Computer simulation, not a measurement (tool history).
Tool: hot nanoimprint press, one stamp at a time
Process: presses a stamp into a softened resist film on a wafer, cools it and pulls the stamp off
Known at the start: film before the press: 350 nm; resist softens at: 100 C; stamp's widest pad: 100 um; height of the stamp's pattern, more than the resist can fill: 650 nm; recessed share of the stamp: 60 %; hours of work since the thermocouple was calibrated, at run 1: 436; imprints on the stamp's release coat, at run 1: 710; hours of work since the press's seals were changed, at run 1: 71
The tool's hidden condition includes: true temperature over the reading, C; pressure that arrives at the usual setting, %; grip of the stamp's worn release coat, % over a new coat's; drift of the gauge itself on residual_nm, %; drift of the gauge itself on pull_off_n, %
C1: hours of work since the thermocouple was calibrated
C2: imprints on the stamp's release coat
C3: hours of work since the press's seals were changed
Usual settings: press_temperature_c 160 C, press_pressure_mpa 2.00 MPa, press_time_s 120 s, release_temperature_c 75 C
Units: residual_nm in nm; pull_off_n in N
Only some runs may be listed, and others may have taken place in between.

run 1 hour=0.0 | press_temperature_c=160 press_pressure_mpa=2.00 press_time_s=120 release_temperature_c=75 | C1=436 C2=710 C3=71 | residual_nm=157.6 pull_off_n=181
-- hour=25.0 stamp cleaned and given a new release coat
run 2 hour=25.0 | press_temperature_c=160 press_pressure_mpa=2.00 press_time_s=120 release_temperature_c=75 | C1=450 C2=0 C3=84 | residual_nm=161.8 pull_off_n=150
run 3 hour=61.2 | press_temperature_c=160 press_pressure_mpa=2.00 press_time_s=120 release_temperature_c=75 | C1=475 C2=155 C3=110 | residual_nm=161.6 pull_off_n=154
run 4 hour=90.5 | press_temperature_c=160 press_pressure_mpa=2.00 press_time_s=120 release_temperature_c=75 | C1=496 C2=281 C3=130 | residual_nm=163.2 pull_off_n=166
run 5 hour=116.8 | press_temperature_c=160 press_pressure_mpa=2.00 press_time_s=120 release_temperature_c=78 | C1=514 C2=394 C3=149 | residual_nm=164.5 pull_off_n=160
run 6 hour=137.5 | press_temperature_c=160 press_pressure_mpa=2.00 press_time_s=120 release_temperature_c=78 | C1=528 C2=483 C3=163 | residual_nm=165.4 pull_off_n=166
run 7 hour=172.1 | press_temperature_c=160 press_pressure_mpa=2.00 press_time_s=120 release_temperature_c=78 | C1=553 C2=632 C3=187 | residual_nm=165.2 pull_off_n=171
-- hour=180.1 plate thermocouple calibrated
run 8 hour=211.9 | press_temperature_c=160 press_pressure_mpa=2.00 press_time_s=120 release_temperature_c=78 | C1=22 C2=790 C3=213 | residual_nm=145.9 pull_off_n=172
-- hour=219.7 stamp cleaned and given a new release coat
run 9 hour=235.5 | press_temperature_c=160 press_pressure_mpa=2.00 press_time_s=169 release_temperature_c=62 | C1=35 C2=68 C3=225 | residual_nm=129.4 pull_off_n=176
run 10 hour=263.4 | press_temperature_c=160 press_pressure_mpa=1.28 press_time_s=73 release_temperature_c=75 | C1=54 C2=188 C3=245 | residual_nm=213.6 pull_off_n=156
run 11 hour=302.2 | press_temperature_c=160 press_pressure_mpa=1.28 press_time_s=73 release_temperature_c=75 | C1=81 C2=355 C3=272 | residual_nm=213.4 pull_off_n=167
run 12 hour=328.2 | press_temperature_c=168 press_pressure_mpa=1.80 press_time_s=183 release_temperature_c=70 | C1=99 C2=466 C3=290 | residual_nm=80.7 pull_off_n=177
run 13 hour=360.3 | press_temperature_c=150 press_pressure_mpa=2.35 press_time_s=150 release_temperature_c=62 | C1=122 C2=604 C3=312 | residual_nm=233.8 pull_off_n=210
run 14 hour=392.1 | press_temperature_c=150 press_pressure_mpa=2.35 press_time_s=150 release_temperature_c=62 | C1=144 C2=741 C3=335 | residual_nm=239.4 pull_off_n=205
-- hour=410.7 stamp cleaned and given a new release coat
run 15 hour=429.9 | press_temperature_c=163 press_pressure_mpa=2.00 press_time_s=120 release_temperature_c=75 | C1=166 C2=83 C3=357 | residual_nm=127.2 pull_off_n=158

A few steps of residual_nm between consecutive runs. Split each: what settings, incoming material and random variation would produce without the hidden state, and what is left over for the hidden state, along with gauge scatter present in only one of the two compared results (measured, and without hidden state):
Run 7 -> 8: plate thermocouple calibrated. residual_nm -19.3 nm: hidden state -18.9, all else -0.4.
Run 12 -> 13: press_temperature_c 168 -> 150, press_pressure_mpa 1.80 -> 2.35, press_time_s 183 -> 150, release_temperature_c 70 -> 62. residual_nm +153.1 nm: hidden state +4.2, all else +148.9.
